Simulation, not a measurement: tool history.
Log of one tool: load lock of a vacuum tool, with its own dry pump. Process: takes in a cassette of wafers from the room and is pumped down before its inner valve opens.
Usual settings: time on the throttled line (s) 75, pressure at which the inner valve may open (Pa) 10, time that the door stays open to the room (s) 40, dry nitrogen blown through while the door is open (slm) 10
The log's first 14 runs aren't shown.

run    hour  time on the throttled line (s)  pressure at which the inner valve may open (Pa)  time that the door stays open to the room (s)  dry nitrogen blown through while the door is open (slm)  hours that the pump has run since its overhaul  times that the door has closed on its seal  incoming humidity of the room's air, %  time from the closed door until the inner valve may open (s)  rise of the pressure with all valves shut (Pa/min)
 15  2158.1                              75                                               10                                             32                                                       10                                           11310                                       16908                                    45.4                                                         135.0                                               0.066
 16  2404.4                              75                                               19                                             27                                                       10                                           11556                                       17310                                    46.6                                                         128.8                                               0.060
 17  2647.6                              60                                               19                                             96                                                        7                                           11799                                       17706                                    45.4                                                         118.0                                               0.084
 18  2898.5                              80                                               19                                             54                                                       10                                           12050                                       18114                                    42.9                                                         132.6                                               0.066
 19  3009.8                              75                                               12                                            229                                                        7                                           12162                                       18296                                    51.4                                                         133.7                                               0.095
 20  3227.9                              75                                               12                                            229                                                        7                                           12380                                       18651                                    43.0                                                         132.5                                               0.086
 21  3355.5                              75                                               12                                            229                                                        7                                           12507                                       18859                                    42.3                                                         133.0                                               0.088
 22  3536.7                              44                                               15                                            105                                                       18                                           12688                                       19154                                    45.5                                                         107.4                                               0.072
 23  3705.7                              75                                               12                                             40                                                       11                                           12857                                       19429                                    43.5                                                         133.7                                               0.069

Forecast run 24:
 24  3930.2                              64                                               13                                             40                                                        5                                           13082                                       19795                                    43.5                                                             ?                                                   ?

{"run 24": {"time from the closed door until the inner valve may open (s)": 124.8, "rise of the pressure with all valves shut (Pa/min)": 0.079}}
Without the tool's hidden state the same run would have given time from the closed door until the inner valve may open (s) 116.8, rise of the pressure with all valves shut (Pa/min) 0.028.

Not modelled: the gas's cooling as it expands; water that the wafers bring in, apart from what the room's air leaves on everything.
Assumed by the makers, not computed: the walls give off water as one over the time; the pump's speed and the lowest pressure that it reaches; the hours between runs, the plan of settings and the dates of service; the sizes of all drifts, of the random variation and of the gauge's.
